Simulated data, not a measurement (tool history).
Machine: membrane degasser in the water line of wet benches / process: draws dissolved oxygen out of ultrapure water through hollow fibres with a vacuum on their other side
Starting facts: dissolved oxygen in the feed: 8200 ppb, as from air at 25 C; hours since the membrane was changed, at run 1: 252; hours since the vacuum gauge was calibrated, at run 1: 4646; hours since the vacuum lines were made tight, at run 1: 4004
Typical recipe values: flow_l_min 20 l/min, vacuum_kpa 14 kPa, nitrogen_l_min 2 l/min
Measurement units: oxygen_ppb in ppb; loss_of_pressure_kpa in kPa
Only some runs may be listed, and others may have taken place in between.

run,hour,flow_l_min,vacuum_kpa,nitrogen_l_min,hours since the membrane was changed,hours since the vacuum gauge was calibrated,hours since the vacuum lines were made tight,oxygen_ppb,loss_of_pressure_kpa
1,0,20,14,2,252,4646,4004,274.9,54.38
2,52.9,20,14,2,305,4699,4057,275.5,54.24
3,88,20,14,2,340,4734,4092,279.5,54.02
4,133.2,20,14,2,385,4779,4137,280.9,54.68
5,168.5,20,14,2,420,4814,4172,273.6,54.38
6,213.4,20,14,2,465,4859,4217,277.2,54.1
7,256.8,20,14,2,509,4903,4261,278.6,54.44
8,310.8,20,14,2,563,4957,4315,278.9,54.45
9,365.3,20,14,2,617,5011,4369,276,55.2
10,410.4,20,14,2,662,5056,4414,270.9,54.57
11,460.8,20,14,2,713,5107,4465,276.2,54.49
12,485.7,20,14,2,738,5132,4490,274.6,54.67
13,524.9,20,14,2,777,5171,4529,280,54.85
14,564.3,20,14,2,816,5210,4568,276.4,54.21
15,614.6,18,14,2,867,5260,4619,247.5,49.12
16,644.2,18,14,2,896,5290,4648,247.2,48.82
17,695.9,15,14,2,948,5342,4700,204.5,40.84
18,747.3,26,16.5,1.58,999,5393,4751,541.2,71.12
19,774.1,31,16.6,1.13,1026,5420,4778,848.3,85.01
20,817.2,16,18.6,2,1069,5463,4821,302.7,43.64
21,856.3,21,16.8,1.11,1108,5502,4860,588.1,57.59
22,890.6,20,14,1.57,1143,5536,4894,338.3,55.16
23,928.8,20,33.7,2.25,1181,5575,4933,625.7,54.67
24,971,20,14.3,1.1,1223,5617,4975,478.6,55.2
25,1022.5,20,14.3,1.1,1274,5668,5026,474.2,54.95
26,1060.4,27,14,1.96,1312,5706,5064,403.4,74.23
27,1106.3,20,35,1.44,1358,5752,5110,953.5,55
28,1159.3,20,24.2,2,1411,5805,5163,505.3,55.11
29,1193.5,20,10.2,2,1446,5839,5197,193.2,55.19
30,1224.4,20,10.2,2,1476,5870,5228,193,54.69
31,1265.2,15,13,4,1517,5911,5269,98.9,41.13
32,1311.3,20,23,0.86,1563,5957,5315,957.4,54.75

Some steps in oxygen_ppb between neighbouring runs. How much of each would the tool show without its hidden state too (settings, what came in, random variation), and how much is left for the hidden state, with any gauge scatter that isn't in both results?
Hidden conditions of the tool in this case: membrane still open, %; true pressure behind the membrane over the reading, kPa; air that leaks in behind the membrane, l/min; drift of the gauge itself on oxygen_ppb, %; drift of the gauge itself on loss_of_pressure_kpa, %.
Run 19 -> 20: flow_l_min 31 -> 16, vacuum_kpa 16.6 -> 18.6, nitrogen_l_min 1.13 -> 2. oxygen_ppb -545.6 ppb: hidden state -19.1, all else -526.5.
Run 20 -> 21: flow_l_min 16 -> 21, vacuum_kpa 18.6 -> 16.8, nitrogen_l_min 2 -> 1.11. oxygen_ppb +285.4 ppb: hidden state +12, all else +273.4.
Run 26 -> 27: flow_l_min 27 -> 20, vacuum_kpa 14 -> 35, nitrogen_l_min 1.96 -> 1.44. oxygen_ppb +550.1 ppb: hidden state +4.2, all else +545.9.
Run 31 -> 32: flow_l_min 15 -> 20, vacuum_kpa 13 -> 23, nitrogen_l_min 4 -> 0.86. oxygen_ppb +858.5 ppb: hidden state +26.7, all else +831.8.
